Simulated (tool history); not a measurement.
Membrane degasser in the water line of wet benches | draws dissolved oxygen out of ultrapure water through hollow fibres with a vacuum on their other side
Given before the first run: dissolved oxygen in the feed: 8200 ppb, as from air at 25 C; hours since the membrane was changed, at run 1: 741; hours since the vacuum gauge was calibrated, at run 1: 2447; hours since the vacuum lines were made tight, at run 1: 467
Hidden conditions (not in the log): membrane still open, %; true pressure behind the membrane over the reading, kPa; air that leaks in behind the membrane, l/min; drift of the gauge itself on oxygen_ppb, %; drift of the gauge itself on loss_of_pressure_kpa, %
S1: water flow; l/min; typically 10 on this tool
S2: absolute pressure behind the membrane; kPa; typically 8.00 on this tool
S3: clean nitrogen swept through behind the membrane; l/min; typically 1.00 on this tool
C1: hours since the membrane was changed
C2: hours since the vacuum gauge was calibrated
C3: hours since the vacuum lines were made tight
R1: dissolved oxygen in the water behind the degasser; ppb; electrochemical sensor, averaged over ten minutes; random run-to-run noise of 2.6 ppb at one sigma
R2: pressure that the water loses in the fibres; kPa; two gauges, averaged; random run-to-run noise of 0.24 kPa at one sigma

run	hour	S1	S2	S3	C1	C2	C3	R1	R2
1	0.0	10	8.00	1.00	741	2447	467	256.6	61.90
2	109.8	10	8.00	1.00	851	2557	576	259.9	61.73
3	219.4	15	8.00	1.00	960	2666	686	402.6	92.97
4	273.1	15	9.58	1.00	1014	2720	740	445.5	93.03
5	345.0	15	9.58	1.00	1086	2792	812	436.4	92.72
6	428.9	15	9.58	1.00	1170	2876	895	446.3	93.03
7	479.7	15	9.58	1.00	1220	2927	946	447.1	92.65
8	534.0	11	8.00	1.00	1275	2981	1001	285.8	67.78
9	636.2	8	8.00	1.00	1377	3083	1103	196.0	49.29
10	728.4	8	8.00	1.00	1469	3175	1195	202.6	49.64
11	838.1	8	8.00	1.00	1579	3285	1305	200.8	49.04
12	892.5	10	8.00	1.00	1633	3340	1359	255.9	61.69
13	971.1	10	11.65	1.00	1712	3418	1438	334.3	61.37
14	1021.7	10	8.98	1.00	1762	3469	1488	281.8	61.41
15	1132.2	10	8.98	1.00	1873	3579	1599	273.5	61.54
16	1206.4	10	8.00	1.00	1947	3653	1673	255.6	61.07
17	1302.4	6	8.00	0.58	2043	3749	1769	186.7	36.57
18	1416.6	10	8.00	0.64	2157	3864	1883	306.5	61.00
19	1477.4	10	4.84	0.64	2218	3924	1944	208.0	61.71
20	1544.0	11	8.00	1.00	2285	3991	2011	284.3	67.16
21	1639.9	6	15.42	2.75	2381	4087	2106	140.7	36.80
22	1740.5	6	7.71	2.75	2481	4187	2207	96.7	36.61
23	1826.8	6	7.71	2.75	2567	4274	2293	96.4	36.60
24	1913.0	6	7.71	2.75	2654	4360	2380	98.3	36.77
25	2028.0	10	16.02	1.05	2769	4475	2495	428.8	61.14
26	2116.8	10	6.52	0.57	2858	4564	2583	271.8	61.37
27	2188.2	11	11.62	1.00	2929	4635	2655	367.3	66.96
# hour 2215.4: seals of the vacuum lines changed
28	2264.1	11	15.48	1.35	3003	4709	49	390.3	67.27
29	2359.0	7	9.31	1.35	3098	4804	144	168.1	42.52
30	2453.7	7	9.31	1.35	3192	4899	238	168.2	42.08
31	2566.3	7	9.31	1.35	3305	5011	351	163.2	42.51
32	2655.9	9	9.31	1.35	3395	5101	441	223.3	54.60

Below are 3 alternative next runs, each starting from the tool's condition after run 32. Predict each:
A	2736.5	12	8.00	1.00	3475	5181	521	?	?
B	2736.5	8	15.48	0.41	3475	5181	521	?	?
C	2736.5	8	7.82	1.26	3475	5181	521	?	?

run	R1	R2
A	313.9	73.02
B	603.3	48.57
C	180.9	48.30
With no hidden state in the tool, these same runs would have given:
run	R1	R2
A	313.3	74.47
B	602.9	49.53
C	180.5	49.25
